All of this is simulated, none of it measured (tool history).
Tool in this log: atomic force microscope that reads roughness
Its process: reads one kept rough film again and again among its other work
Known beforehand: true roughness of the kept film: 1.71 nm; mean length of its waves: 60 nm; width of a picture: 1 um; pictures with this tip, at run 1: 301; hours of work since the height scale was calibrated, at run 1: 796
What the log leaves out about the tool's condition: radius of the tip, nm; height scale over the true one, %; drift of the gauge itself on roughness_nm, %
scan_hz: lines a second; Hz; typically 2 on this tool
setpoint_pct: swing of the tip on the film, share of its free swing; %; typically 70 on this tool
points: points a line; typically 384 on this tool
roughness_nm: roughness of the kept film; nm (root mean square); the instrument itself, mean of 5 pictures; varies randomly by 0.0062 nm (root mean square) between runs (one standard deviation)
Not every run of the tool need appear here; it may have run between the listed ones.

| run | hour | scan_hz | setpoint_pct | points | pictures with this tip | hours of work since the height scale was calibrated | roughness_nm |
|---|---|---|---|---|---|---|---|
| 1 | 0 | 2 | 70 | 384 | 301 | 796 | 1.563 |
|  | 31.2 | new tip fitted |
| 2 | 33.8 | 2 | 70 | 384 | 3 | 820 | 1.574 |
| 3 | 51.1 | 2 | 70 | 384 | 21 | 832 | 1.587 |
| 4 | 84.7 | 2 | 70 | 384 | 57 | 855 | 1.579 |
| 5 | 103.7 | 2 | 70 | 384 | 78 | 868 | 1.577 |
| 6 | 127 | 2 | 70 | 384 | 103 | 885 | 1.572 |
| 7 | 152.2 | 2 | 70 | 384 | 130 | 902 | 1.571 |
| 8 | 181.3 | 2 | 70 | 384 | 161 | 923 | 1.572 |
| 9 | 196.9 | 2 | 70 | 384 | 178 | 934 | 1.572 |
| 10 | 231.9 | 2 | 70 | 384 | 216 | 958 | 1.573 |
|  | 235.8 | height scale calibrated on a step standard |
| 11 | 251.9 | 1.33 | 70 | 384 | 236 | 11 | 1.587 |
| 12 | 287.2 | 2 | 79 | 384 | 274 | 36 | 1.502 |
| 13 | 325 | 2 | 79 | 384 | 315 | 62 | 1.504 |
|  | 342.3 | new tip fitted |
| 14 | 362 | 2 | 79 | 384 | 21 | 88 | 1.52 |
| 15 | 379.2 | 2.21 | 61 | 384 | 39 | 100 | 1.607 |
| 16 | 399.9 | 0.8 | 84 | 481 | 62 | 114 | 1.572 |
| 17 | 415.3 | 0.8 | 84 | 481 | 78 | 125 | 1.59 |
|  | 426.7 | height scale calibrated on a step standard, once more |
| 18 | 452.2 | 0.88 | 71 | 795 | 117 | 18 | 1.644 |
| 19 | 475.4 | 2.35 | 63 | 795 | 142 | 34 | 1.62 |
| 20 | 495.5 | 1.93 | 84 | 795 | 163 | 48 | 1.514 |

Run 21 is up next; what results do you expect?
| 21 | 519.8 | 2.71 | 83 | 681 | 190 | 65 | ? |

roughness_nm: 1.454 nm (root mean square)
With no hidden state in the tool, this same run would have given roughness_nm 1.468 nm (root mean square).
